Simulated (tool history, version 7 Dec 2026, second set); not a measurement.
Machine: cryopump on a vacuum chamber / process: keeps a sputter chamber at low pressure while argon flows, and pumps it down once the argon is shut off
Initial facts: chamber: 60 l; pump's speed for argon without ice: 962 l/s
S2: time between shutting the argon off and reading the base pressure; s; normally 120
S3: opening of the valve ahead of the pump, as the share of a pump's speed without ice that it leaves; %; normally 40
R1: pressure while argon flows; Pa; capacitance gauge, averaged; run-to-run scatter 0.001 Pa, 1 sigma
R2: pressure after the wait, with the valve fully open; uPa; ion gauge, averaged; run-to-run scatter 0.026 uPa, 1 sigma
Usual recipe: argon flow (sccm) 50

run 1 hour=0 | argon_flow_(sccm)=50 S2=120 S3=40 | R1=0.2429 R2=1.71
run 2 hour=74.5 | argon_flow_(sccm)=50 S2=120 S3=40 | R1=0.2418 R2=1.93
run 3 hour=119.8 | argon_flow_(sccm)=50 S2=120 S3=40 | R1=0.2458 R2=1.95
run 4 hour=175.3 | argon_flow_(sccm)=50 S2=120 S3=40 | R1=0.2466 R2=2.16
run 5 hour=224.9 | argon_flow_(sccm)=50 S2=120 S3=40 | R1=0.2454 R2=2.17
run 6 hour=304.1 | argon_flow_(sccm)=50 S2=120 S3=40 | R1=0.2484 R2=2.42
run 7 hour=363.5 | argon_flow_(sccm)=50 S2=120 S3=27 | R1=0.3536 R2=2.57
run 8 hour=410.3 | argon_flow_(sccm)=50 S2=116 S3=40 | R1=0.2509 R2=2.71
run 9 hour=485.6 | argon_flow_(sccm)=50 S2=120 S3=59 | R1=0.1813 R2=2.83
run 10 hour=580.1 | argon_flow_(sccm)=50 S2=120 S3=59 | R1=0.1823 R2=3.08
run 11 hour=673.6 | argon_flow_(sccm)=50 S2=120 S3=59 | R1=0.1841 R2=3.38
run 12 hour=727.1 | argon_flow_(sccm)=50 S2=120 S3=40 | R1=0.2551 R2=3.45
run 13 hour=824.8 | argon_flow_(sccm)=50 S2=94 S3=54 | R1=0.2026 R2=4.04
run 14 hour=904 | argon_flow_(sccm)=98 S2=135 S3=19 | R1=0.9813 R2=3.97
run 15 hour=975.6 | argon_flow_(sccm)=61 S2=120 S3=21 | R1=0.5577 R2=4.35
run 16 hour=1063.9 | argon_flow_(sccm)=61 S2=99 S3=21 | R1=0.5605 R2=4.6
run 17 hour=1155 | argon_flow_(sccm)=38 S2=242 S3=21 | R1=0.3526 R2=4.33
-- hour=1197.8 pump warmed up, emptied and cooled again
run 18 hour=1238.8 | argon_flow_(sccm)=73 S2=22 S3=58 | R1=0.2261 R2=6.68
run 19 hour=1292 | argon_flow_(sccm)=73 S2=22 S3=58 | R1=0.2248 R2=7.02
run 20 hour=1382.6 | argon_flow_(sccm)=84 S2=23 S3=40 | R1=0.3742 R2=7.03
run 21 hour=1437.4 | argon_flow_(sccm)=84 S2=23 S3=40 | R1=0.3749 R2=7.41
run 22 hour=1479.2 | argon_flow_(sccm)=36 S2=23 S3=31 | R1=0.2072 R2=7.35
run 23 hour=1519.4 | argon_flow_(sccm)=36 S2=23 S3=31 | R1=0.2084 R2=7.56
run 24 hour=1588.5 | argon_flow_(sccm)=39 S2=45 S3=24 | R1=0.2921 R2=5.53

Alternative continuations, all from the tool just after run 24; predict every row:
run A hour=1654.7 | argon_flow_(sccm)=41 S2=45 S3=24 | R1=? R2=?
run B hour=1654.7 | argon_flow_(sccm)=55 S2=45 S3=26 | R1=? R2=?
run C hour=1654.7 | argon_flow_(sccm)=39 S2=238 S3=24 | R1=? R2=?
run D hour=1654.7 | argon_flow_(sccm)=85 S2=28 S3=28 | R1=? R2=?

run=A R1=0.3037 R2=5.79
run=B R1=0.3796 R2=5.73
run=C R1=0.2902 R2=4.04
run=D R1=0.539 R2=7.01
Without the tool's unlogged condition, the same runs would have read:
run=A R1=0.2984 R2=2.38
run=B R1=0.3725 R2=2.35
run=C R1=0.2852 R2=0.7
run=D R1=0.5282 R2=3.65
